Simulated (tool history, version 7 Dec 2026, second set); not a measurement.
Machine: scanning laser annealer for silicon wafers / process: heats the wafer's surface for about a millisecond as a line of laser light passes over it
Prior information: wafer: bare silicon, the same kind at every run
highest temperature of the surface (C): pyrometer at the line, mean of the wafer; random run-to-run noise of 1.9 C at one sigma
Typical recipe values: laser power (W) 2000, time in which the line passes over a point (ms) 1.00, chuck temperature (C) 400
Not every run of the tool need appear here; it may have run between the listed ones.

| run | day | laser power (W) | time in which the line passes over a point (ms) | chuck temperature (C) | highest temperature of the surface (C) |
|---|---|---|---|---|---|
| 1 | 0.000 | 2000 | 1.00 | 400 | 1196 |
| 2 | 0.733 | 2000 | 1.00 | 400 | 1194 |
| 3 | 2.000 | 2000 | 1.00 | 400 | 1193 |
| 4 | 2.838 | 2000 | 1.00 | 400 | 1198 |
| 5 | 3.858 | 2000 | 0.84 | 400 | 1128 |
| 6 | 4.717 | 2000 | 1.00 | 400 | 1194 |
| 7 | 5.592 | 2000 | 1.00 | 400 | 1193 |
| 8 | 6.808 | 2000 | 0.93 | 400 | 1169 |
| 9 | 7.400 | 1743 | 1.00 | 400 | 1096 |
| 10 | 8.350 | 1743 | 1.00 | 400 | 1094 |
| 11 | 9.433 | 1743 | 1.00 | 400 | 1097 |
| 12 | 10.242 | 1743 | 1.00 | 400 | 1100 |
| 13 | 11.262 | 1743 | 1.00 | 400 | 1095 |
| 14 | 12.338 | 1743 | 1.00 | 400 | 1094 |
| 15 | 13.233 | 2000 | 1.00 | 400 | 1195 |
| 16 | 14.238 | 2000 | 1.00 | 400 | 1196 |
| 17 | 15.183 | 2000 | 1.00 | 400 | 1197 |
| 18 | 16.242 | 2000 | 1.00 | 400 | 1194 |
| 19 | 16.967 | 2078 | 0.98 | 370 | 1187 |
| 20 | 17.783 | 2078 | 0.98 | 370 | 1190 |
| 21 | 18.496 | 2078 | 0.96 | 385 | 1189 |
| 22 | 19.450 | 2083 | 0.78 | 366 | 1097 |
| 23 | 20.217 | 1981 | 0.86 | 400 | 1133 |
| 24 | 21.317 | 2130 | 1.02 | 383 | 1235 |
| 25 | 22.621 | 2192 | 0.91 | 425 | 1250 |
| 26 | 23.196 | 2192 | 0.91 | 425 | 1251 |
| 27 | 24.071 | 1711 | 1.00 | 400 | 1082 |
| 28 | 24.696 | 1711 | 1.00 | 360 | 1043 |
| 29 | 25.833 | 1944 | 0.77 | 387 | 1066 |
| 30 | 26.575 | 1944 | 0.77 | 435 | 1116 |

Consider 4 possible next runs. They are alternatives, not a sequence: every one starts from the tool as it was left by run 30. What does each give?
| A | 27.750 | 2000 | 0.77 | 400 | ? |
| B | 27.750 | 2113 | 0.94 | 400 | ? |
| C | 27.750 | 1869 | 1.00 | 432 | ? |
| D | 27.750 | 1894 | 0.90 | 433 | ? |

| run | highest temperature of the surface (C) |
|---|---|
| A | 1097 |
| B | 1215 |
| C | 1176 |
| D | 1150 |
Had the tool no hidden state, the same runs would have come out as:
| run | highest temperature of the surface (C) |
|---|---|
| A | 1099 |
| B | 1216 |
| C | 1177 |
| D | 1151 |
